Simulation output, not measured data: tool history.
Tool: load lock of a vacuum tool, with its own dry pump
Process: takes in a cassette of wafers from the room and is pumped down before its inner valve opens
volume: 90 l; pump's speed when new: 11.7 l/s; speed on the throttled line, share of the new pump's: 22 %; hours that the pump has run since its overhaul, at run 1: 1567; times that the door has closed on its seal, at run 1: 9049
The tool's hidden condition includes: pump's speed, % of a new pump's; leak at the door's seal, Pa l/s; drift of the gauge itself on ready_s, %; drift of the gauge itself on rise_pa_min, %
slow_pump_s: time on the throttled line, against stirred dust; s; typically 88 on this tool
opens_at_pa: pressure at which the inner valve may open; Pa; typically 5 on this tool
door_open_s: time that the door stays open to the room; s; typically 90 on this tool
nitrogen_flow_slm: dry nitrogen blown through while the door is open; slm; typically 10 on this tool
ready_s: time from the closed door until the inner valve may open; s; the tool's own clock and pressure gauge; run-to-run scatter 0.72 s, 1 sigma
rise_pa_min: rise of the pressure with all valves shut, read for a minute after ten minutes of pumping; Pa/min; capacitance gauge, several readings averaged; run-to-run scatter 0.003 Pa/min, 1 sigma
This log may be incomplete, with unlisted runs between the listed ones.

run,hour,slow_pump_s,opens_at_pa,door_open_s,nitrogen_flow_slm,hours that the pump has run since its overhaul,times that the door has closed on its seal,"incoming humidity of the room's air, %",ready_s,rise_pa_min
1,0,88,5,90,10,1567,9049,49.3,146.7,0.082
2,112.7,88,5,90,10,1679,9453,46.9,147.3,0.087
3,235.5,88,5,90,10,1802,9894,45.6,146.2,0.089
4,294.3,88,5,90,10,1861,10105,43.6,147,0.089
5,406.9,88,5,90,10,1974,10509,44.6,147.2,0.094
6,546.7,92,5,90,10,2113,11011,45.1,149.2,0.101
7,654.4,88,5,90,10,2221,11397,42.3,147.4,0.1
8,793.9,88,5,90,10,2361,11898,43.2,147.3,0.107
9,927,88,5,90,10,2494,12375,45.6,147.5,0.11
10,1005.1,88,5,90,10,2572,12655,46.3,147,0.114
11,1095.6,88,5,90,10,2662,12980,42.3,147.6,0.112
12,1220.6,50,5,90,10,2787,13429,43.5,117.6,0.119
13,1354.2,88,5,90,10,2921,13908,41.8,147.5,0.117
14,1424.7,88,5,90,10,2991,14161,47.3,147,0.125
15,1562.4,88,5,90,10,3129,14655,49.2,147.2,0.136
16,1683.9,88,5,90,10,3250,15091,42.7,146.8,0.13
17,1767.6,88,5,90,10,3334,15392,47.3,147.6,0.134
18,1889.2,88,5,90,10,3456,15828,48.2,147,0.147
19,2028.7,88,5,90,10,3595,16329,44.5,147.1,0.151
20,2099.5,88,5,90,6,3666,16583,44.7,146.6,0.17
21,2193.6,88,5,148,12,3760,16920,42.7,147.3,0.161
22,2310.5,63,5,92,19,3877,17340,46.8,129.3,0.159
23,2432.4,47,5,92,19,3999,17777,46.8,116.7,0.169
24,2558.8,47,6,92,19,4125,18231,46,114.4,0.166
25,2634,88,7,90,5,4201,18501,45.2,144.4,0.19
26,2735.7,88,4,90,5,4302,18866,45.3,148.4,0.193
27,2847.3,88,4,90,5,4414,19266,43.1,150.5,0.194
28,2982.1,104,4,90,5,4549,19750,43.9,161.3,0.204
29,3123.8,103,4,199,13,4690,20258,42.3,163.1,0.215
30,3223.4,66,4,199,26,4790,20616,47.6,133.8,0.212
31,3287.9,66,4,199,26,4854,20847,47.8,133.8,0.208
32,3392.9,67,7,114,26,4959,21224,41.1,129.7,0.208
33,3455.1,122,7,65,26,5022,21447,47.1,172.3,0.213
34,3560.4,50,5,106,10,5127,21825,45.6,120.4,0.224
35,3652.4,63,5,106,5,5219,22155,43.2,129.1,0.239
36,3771.1,63,5,106,5,5338,22581,43.1,129.3,0.249

Pick out some run-to-run changes in ready_s. Of each, how much would a tool without hidden state show as well, from the settings, what came in and chance, and how much is left for the hidden state and any gauge scatter not in both results compared?
Run 11 -> 12: slow_pump_s 88 -> 50. ready_s -30 s: hidden state +0.3, all else -30.3.
Run 21 -> 22: slow_pump_s 88 -> 63, door_open_s 148 -> 92, nitrogen_flow_slm 12 -> 19. ready_s -18 s: hidden state +0.4, all else -18.4.
Run 24 -> 25: slow_pump_s 47 -> 88, opens_at_pa 6 -> 7, door_open_s 92 -> 90, nitrogen_flow_slm 19 -> 5. ready_s +30 s: hidden state -0.4, all else +30.4.
Run 32 -> 33: slow_pump_s 67 -> 122, door_open_s 114 -> 65. ready_s +42.6 s: hidden state -0.4, all else +43.
Run 33 -> 34: slow_pump_s 122 -> 50, opens_at_pa 7 -> 5, door_open_s 65 -> 106, nitrogen_flow_slm 26 -> 10. ready_s -51.9 s: hidden state +1, all else -52.9.
